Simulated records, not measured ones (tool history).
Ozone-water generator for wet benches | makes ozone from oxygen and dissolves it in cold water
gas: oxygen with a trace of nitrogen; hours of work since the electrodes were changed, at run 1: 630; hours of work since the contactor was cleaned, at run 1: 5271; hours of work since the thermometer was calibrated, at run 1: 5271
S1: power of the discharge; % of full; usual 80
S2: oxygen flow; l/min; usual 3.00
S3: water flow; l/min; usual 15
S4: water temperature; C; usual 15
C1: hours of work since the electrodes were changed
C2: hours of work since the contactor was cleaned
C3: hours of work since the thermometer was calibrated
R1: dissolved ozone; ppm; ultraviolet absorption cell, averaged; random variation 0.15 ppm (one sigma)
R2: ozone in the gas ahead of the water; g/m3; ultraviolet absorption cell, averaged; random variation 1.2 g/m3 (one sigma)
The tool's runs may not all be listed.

run	day	S1	S2	S3	S4	C1	C2	C3	R1	R2
1	0.000	80	3.00	15	15	630	5271	5271	19.5	206.9
2	0.821	80	3.00	15	8	647	5288	5288	21.1	210.5
3	1.654	80	3.00	15	8	664	5305	5305	21.1	208.0
4	3.508	80	3.00	15	21	702	5343	5343	18.2	206.6
5	5.258	80	3.00	15	21	737	5379	5379	18.3	209.8
6	6.408	80	3.00	15	21	761	5402	5402	18.0	207.0
7	7.483	80	3.00	15	15	783	5424	5424	19.5	208.3
8	8.725	80	3.00	15	11	808	5449	5449	20.3	208.7
9	9.962	80	1.61	15	12	833	5475	5475	15.9	258.4
10	11.083	80	2.16	15	15	856	5497	5497	17.6	229.8
11	12.425	62	3.00	15	15	884	5525	5525	16.4	176.0
12	13.638	64	3.00	16	15	908	5549	5549	15.9	178.8
13	14.450	61	3.78	15	15	925	5566	5566	17.6	160.9
# day 15.029: water thermometer calibrated
14	16.158	80	3.84	15	11	959	5600	23	22.1	187.3
15	17.250	80	3.84	15	11	982	5623	45	21.9	190.6
16	18.546	52	3.00	15	15	1008	5649	72	14.8	157.2

Forecast each of these 4 alternatives for the next run:
A	20.096	42	3.00	12	19	1040	5681	103	?	?
B	20.096	52	3.10	18	10	1040	5681	103	?	?
C	20.096	52	1.92	15	8	1040	5681	103	?	?
D	20.096	75	3.99	9	15	1040	5681	103	?	?

run	R1	R2
A	15.2	136.4
B	13.7	155.5
C	13.8	184.1
D	29.5	179.8
Without the tool's hidden state the same runs would have given:
run	R1	R2
A	15.2	138.2
B	13.7	157.5
C	13.8	186.5
D	29.5	182.1
